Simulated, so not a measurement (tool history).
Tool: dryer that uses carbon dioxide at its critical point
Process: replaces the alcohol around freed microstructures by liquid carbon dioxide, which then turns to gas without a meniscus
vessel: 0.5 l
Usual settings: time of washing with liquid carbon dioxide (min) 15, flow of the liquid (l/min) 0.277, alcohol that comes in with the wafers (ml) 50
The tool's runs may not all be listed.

run   hour  time of washing with liquid carbon dioxide (min)  flow of the liquid (l/min)  alcohol that comes in with the wafers (ml)  alcohol left in the vessel before it's heated (ppm by volume)
  1    0.0                                                15                       0.277                                          50                                                            334
  2    5.7                                                15                       0.277                                          20                                                            157
  3   10.7                                                15                       0.228                                          20                                                            378
  4   18.6                                                15                       0.277                                          50                                                            315
  5   23.6                                                15                       0.277                                          50                                                            337
  6   32.5                                                20                       0.277                                          50                                                             95
  7   38.5                                                20                       0.196                                          50                                                            456
  8   47.6                                                20                       0.196                                          50                                                            487
  9   55.5                                                20                       0.196                                          50                                                            495
 10   60.6                                                20                       0.196                                          50                                                            490
 11   65.8                                                20                       0.196                                          50                                                            497
 12   76.2                                                20                       0.196                                          50                                                            500
 13   82.1                                                20                       0.196                                          50                                                            514
 14   90.0                                                20                       0.196                                          50                                                            509
 15  100.9                                                20                       0.196                                          50                                                            526
 16  111.6                                                15                       0.277                                          50                                                            398
 17  116.0                                                16                       0.277                                          50                                                            285
 18  124.5                                                17                       0.277                                          50                                                            216
 19  131.5                                                17                       0.277                                          50                                                            234
 20  142.2                                                21                       0.277                                          50                                                             95
 21  150.9                                                21                       0.277                                          30                                                             94
 22  160.4                                                15                       0.277                                          50                                                            453
 23  165.0                                                15                       0.277                                          70                                                            591
 24  175.8                                                15                       0.277                                          70                                                            585
 25  181.4                                                15                       0.277                                          70                                                            600
 26  188.0                                                15                       0.176                                          50                                                           2899
 27  196.9                                                15                       0.176                                          50                                                           2981
 28  202.7                                                15                       0.226                                         100                                                           2236
 29  210.8                                                16                       0.173                                          38                                                           2065
 30  220.4                                                22                       0.173                                          64                                                            884
 31  228.4                                                22                       0.173                                          64                                                            926
 32  236.0                                                21                       0.429                                          39                                                             72
 33  244.9                                                21                       0.429                                          39                                                             84
 34  250.7                                                18                       0.167                                          50                                                           2004
 35  257.8                                                13                       0.348                                          79                                                            494
 36  268.2                                                15                       0.386                                         109                                                            190
 37  278.4                                                15                       0.318                                          46                                                            274
 38  287.3                                                15                       0.277                                          42                                                            463
 39  295.4                                                18                       0.277                                          50                                                            232
 40  304.4                                                18                       0.370                                          82                                                            127
 41  311.4                                                18                       0.183                                          82                                                           2384
 42  321.4                                                10                       0.469                                          39                                                            271
 43  329.3                                                12                       0.428                                          79                                                            310
 44  338.7                                                15                       0.296                                          23                                                            242
 45  345.6                                                12                       0.264                                          48                                                           1837
 46  355.9                                                15                       0.358                                          71                                                            247
 47  365.1                                                15                       0.358                                          71                                                            262

4 ways to go on from here, each from the tool as it stands after run 47. What would each give?
  A  370.0                                                15                       0.222                                          21                                                              ?
  B  370.0                                                18                       0.448                                          25                                                              ?
  C  370.0                                                14                       0.358                                          89                                                              ?
  D  370.0                                                15                       0.215                                          29                                                              ?

run  alcohol left in the vessel before it's heated (ppm by volume)
  A                                                            707
  B                                                            112
  C                                                            409
  D                                                           1078
Without the tool's hidden state the same runs would have given:
run  alcohol left in the vessel before it's heated (ppm by volume)
  A                                                            363
  B                                                             10
  C                                                            143
  D                                                            590

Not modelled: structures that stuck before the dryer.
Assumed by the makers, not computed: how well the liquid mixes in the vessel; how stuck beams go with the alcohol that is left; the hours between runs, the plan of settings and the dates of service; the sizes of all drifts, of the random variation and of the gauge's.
